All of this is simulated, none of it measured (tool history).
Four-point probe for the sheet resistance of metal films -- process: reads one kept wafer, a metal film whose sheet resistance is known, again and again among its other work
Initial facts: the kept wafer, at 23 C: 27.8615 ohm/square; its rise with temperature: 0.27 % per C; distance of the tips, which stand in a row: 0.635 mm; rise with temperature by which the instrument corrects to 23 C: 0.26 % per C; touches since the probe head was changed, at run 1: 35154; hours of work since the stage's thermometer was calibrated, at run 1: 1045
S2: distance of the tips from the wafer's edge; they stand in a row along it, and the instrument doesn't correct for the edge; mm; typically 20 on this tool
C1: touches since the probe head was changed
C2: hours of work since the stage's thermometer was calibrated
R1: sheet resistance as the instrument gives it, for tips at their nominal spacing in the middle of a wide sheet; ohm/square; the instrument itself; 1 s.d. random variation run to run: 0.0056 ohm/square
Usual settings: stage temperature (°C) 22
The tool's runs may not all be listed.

Run 1, day 0: usual settings; C1 35154; C2 1045. Result: R1 27.872868 ohm/square.
Run 2, day 2.717: usual settings but S2 36 mm; C1 35988; C2 1072. Result: R1 27.865069 ohm/square.
Run 3, day 6.779: usual settings but S2 36 mm; C1 37235; C2 1113. Result: R1 27.863301 ohm/square.
Run 4, day 9.95: usual settings; C1 38208; C2 1144. Result: R1 27.873023 ohm/square.
Run 5, day 13.858: usual settings; C1 39407; C2 1183. Result: R1 27.877542 ohm/square.
Run 6, day 18.375: usual settings but stage temperature (°C) 19; C1 40794; C2 1228. Result: R1 27.862264 ohm/square.
Run 7, day 22.288: usual settings but stage temperature (°C) 35; C1 41995; C2 1266. Result: R1 27.913585 ohm/square.
Run 8, day 24.454: usual settings but stage temperature (°C) 31; C1 42659; C2 1288. Result: R1 27.898742 ohm/square.
Run 9, day 29.192: usual settings but stage temperature (°C) 28; C1 44113; C2 1335. Result: R1 27.895871 ohm/square.
Run 10, day 32.196: usual settings but stage temperature (°C) 28; C1 45035; C2 1365. Result: R1 27.891648 ohm/square.
Run 11, day 36.221: usual settings but S2 9 mm; C1 46271; C2 1405. Result: R1 27.935949 ohm/square.
At day 36.729: stage's thermometer calibrated.
Run 12, day 39.25: usual settings but S2 9 mm; C1 47194; C2 25. Result: R1 27.933422 ohm/square.
Run 13, day 44.225: usual settings; C1 48722; C2 74. Result: R1 27.870753 ohm/square.
Run 14, day 48.954: usual settings; C1 50172; C2 121. Result: R1 27.876668 ohm/square.
Run 15, day 53.038: usual settings; C1 51426; C2 162. Result: R1 27.86994 ohm/square.

Predict the results of run 16:
Run 16, day 55.942: usual settings but stage temperature (°C) 33, S2 7 mm; C1 52317; C2 191. Result: R1 ?.

R1: 28.001364 ohm/square
Minus the tool's unlogged condition, the same run would have read R1 28.002367 ohm/square.

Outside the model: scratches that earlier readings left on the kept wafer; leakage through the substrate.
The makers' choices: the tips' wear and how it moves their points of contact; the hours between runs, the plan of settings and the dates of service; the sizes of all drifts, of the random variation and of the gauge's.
